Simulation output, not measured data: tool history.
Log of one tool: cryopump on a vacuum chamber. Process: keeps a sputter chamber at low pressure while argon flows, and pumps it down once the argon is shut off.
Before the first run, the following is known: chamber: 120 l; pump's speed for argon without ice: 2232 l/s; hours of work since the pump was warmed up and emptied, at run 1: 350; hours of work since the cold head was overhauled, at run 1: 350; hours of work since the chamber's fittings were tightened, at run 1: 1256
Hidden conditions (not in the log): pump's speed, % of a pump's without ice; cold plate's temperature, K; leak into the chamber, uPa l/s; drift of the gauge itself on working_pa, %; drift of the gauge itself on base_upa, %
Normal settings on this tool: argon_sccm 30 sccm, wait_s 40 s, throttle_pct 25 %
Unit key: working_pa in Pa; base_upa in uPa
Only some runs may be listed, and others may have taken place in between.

| run | day | argon_sccm | wait_s | throttle_pct | hours of work since the pump was warmed up and emptied | hours of work since the cold head was overhauled | hours of work since the chamber's fittings were tightened | working_pa | base_upa |
|---|---|---|---|---|---|---|---|---|---|
| 1 | 0 | 30 | 40 | 25 | 350 | 350 | 1256 | 0.0928 | 3.02 |
| 2 | 1.538 | 30 | 40 | 25 | 373 | 373 | 1279 | 0.0938 | 3.15 |
| 3 | 2.688 | 30 | 40 | 25 | 390 | 390 | 1296 | 0.093 | 3.13 |
| 4 | 4.058 | 30 | 51 | 25 | 410 | 410 | 1316 | 0.0933 | 2.81 |
| 5 | 5.325 | 30 | 40 | 25 | 429 | 429 | 1335 | 0.0943 | 3.23 |
| 6 | 6.258 | 30 | 40 | 37 | 443 | 443 | 1349 | 0.0636 | 3.27 |
| 7 | 8.008 | 30 | 40 | 37 | 469 | 469 | 1375 | 0.0653 | 3.32 |
| 8 | 9.046 | 30 | 40 | 25 | 485 | 485 | 1391 | 0.0953 | 3.27 |
| 9 | 10.775 | 30 | 40 | 25 | 511 | 511 | 1417 | 0.095 | 3.38 |
| 10 | 12.029 | 30 | 40 | 25 | 530 | 530 | 1435 | 0.0957 | 3.44 |
| 11 | 13.917 | 30 | 40 | 25 | 558 | 558 | 1464 | 0.0945 | 3.41 |
| 12 | 15.204 | 30 | 40 | 25 | 577 | 577 | 1483 | 0.0955 | 3.51 |
| 13 | 16.733 | 30 | 40 | 25 | 600 | 600 | 1506 | 0.0942 | 3.4 |
| 14 | 18.125 | 30 | 40 | 25 | 621 | 621 | 1526 | 0.0948 | 3.45 |
| 15 | 19.721 | 30 | 40 | 33 | 644 | 644 | 1550 | 0.0724 | 3.53 |
| 16 | 21.425 | 30 | 40 | 33 | 670 | 670 | 1576 | 0.0734 | 3.63 |
| 17 | 22.954 | 13 | 40 | 33 | 693 | 693 | 1599 | 0.0322 | 3.71 |
| 18 | 23.8 | 40 | 107 | 32 | 705 | 705 | 1611 | 0.1017 | 2.67 |
| 19 | 24.804 | 21 | 242 | 58 | 720 | 720 | 1626 | 0.0315 | 2.33 |
| 20 | 25.8 | 31 | 65 | 25 | 735 | 735 | 1641 | 0.0997 | 3.08 |
|  | 27.575 | pump warmed up, emptied and cooled again |
| 21 | 27.812 | 30 | 40 | 32 | 4 | 762 | 1668 | 0.0716 | 3.38 |
| 22 | 29.471 | 30 | 40 | 32 | 28 | 787 | 1693 | 0.0723 | 3.36 |
| 23 | 30.633 | 30 | 40 | 32 | 46 | 804 | 1710 | 0.0699 | 3.45 |
| 24 | 31.883 | 46 | 24 | 58 | 64 | 823 | 1729 | 0.0612 | 4.66 |
| 25 | 33.296 | 46 | 24 | 58 | 86 | 844 | 1750 | 0.0617 | 4.58 |
| 26 | 34.538 | 18 | 231 | 49 | 104 | 863 | 1769 | 0.0289 | 2.15 |
| 27 | 35.971 | 18 | 231 | 49 | 125 | 884 | 1790 | 0.0283 | 2.18 |
| 28 | 37.829 | 18 | 231 | 49 | 153 | 912 | 1818 | 0.0279 | 2.22 |
| 29 | 38.808 | 18 | 231 | 49 | 168 | 927 | 1833 | 0.0288 | 2.16 |
|  | 39.354 | leaking fittings of the chamber tightened, without venting |
| 30 | 39.671 | 18 | 231 | 49 | 180 | 938 | 5 | 0.0283 | 0.45 |
| 31 | 40.538 | 21 | 23 | 18 | 192 | 951 | 18 | 0.0897 | 2.97 |
| 32 | 42.088 | 21 | 23 | 18 | 216 | 974 | 41 | 0.0889 | 3.11 |
| 33 | 42.858 | 15 | 23 | 16 | 227 | 986 | 52 | 0.0717 | 3.17 |
| 34 | 44.233 | 43 | 23 | 35 | 248 | 1006 | 73 | 0.0958 | 3.16 |

4 options for the next run, each taken on its own from the tool as it stands now. Forecast them:
| A | 45.95 | 12 | 170 | 26 | 273 | 1032 | 99 | ? | ? |
| B | 45.95 | 15 | 23 | 35 | 273 | 1032 | 99 | ? | ? |
| C | 45.95 | 13 | 32 | 21 | 273 | 1032 | 99 | ? | ? |
| D | 45.95 | 43 | 23 | 22 | 273 | 1032 | 99 | ? | ? |

| run | working_pa | base_upa |
|---|---|---|
| A | 0.0356 | 0.61 |
| B | 0.034 | 3.17 |
| C | 0.0476 | 2.37 |
| D | 0.1493 | 3.22 |
Had the tool no hidden state, the same runs would have come out as:
| run | working_pa | base_upa |
|---|---|---|
| A | 0.0349 | 0.49 |
| B | 0.0331 | 3.05 |
| C | 0.0468 | 2.25 |
| D | 0.1466 | 3.1 |

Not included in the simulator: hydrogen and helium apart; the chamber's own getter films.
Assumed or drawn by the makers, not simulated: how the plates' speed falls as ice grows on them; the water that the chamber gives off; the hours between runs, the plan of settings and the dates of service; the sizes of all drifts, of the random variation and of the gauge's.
